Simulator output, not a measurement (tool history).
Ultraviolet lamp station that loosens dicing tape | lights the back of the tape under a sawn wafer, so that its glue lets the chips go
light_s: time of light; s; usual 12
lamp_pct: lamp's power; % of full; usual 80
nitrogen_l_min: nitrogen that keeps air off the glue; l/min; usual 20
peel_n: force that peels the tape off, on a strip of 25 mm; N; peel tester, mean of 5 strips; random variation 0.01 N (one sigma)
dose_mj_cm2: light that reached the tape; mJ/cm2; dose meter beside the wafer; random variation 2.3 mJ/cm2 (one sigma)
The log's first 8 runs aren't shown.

run,hour,light_s,lamp_pct,nitrogen_l_min,peel_n,dose_mj_cm2
9,103.2,12,80,7,0.796,216
10,114.9,12,65,7,1.102,176
11,127.6,12,65,7,1.102,174
12,142.6,10,65,7,1.390,146
13,149.8,12,96,20,0.364,253
14,163.9,9,80,20,0.920,159
15,178.9,24,80,20,0.138,424
16,195.5,12,61,20,0.884,155
17,205.8,15,61,20,0.589,196
18,215.1,12,80,20,0.549,212
19,224.3,12,80,20,0.572,204
20,238.5,23,80,20,0.153,397
21,248.7,12,80,20,0.578,208
22,264.1,12,80,20,0.582,204
23,274.2,10,80,8,1.051,171
24,286.2,10,80,8,1.075,168
25,299.7,10,80,8,1.157,169
26,309.9,7,95,7,1.473,138
27,322.4,20,97,20,0.153,409
28,329.8,20,97,20,0.155,409
29,344.5,7,76,14,1.551,113
30,354.4,7,76,14,1.600,113
31,366.9,7,65,23,1.706,95

Run 32 comes next. What will it give?
32,376.5,16,80,15,?,?

{"run 32": {"peel_n": 0.375, "dose_mj_cm2": 263}}
Without the tool's hidden state the same run would have given peel_n 0.278 N, dose_mj_cm2 305 mJ/cm2.
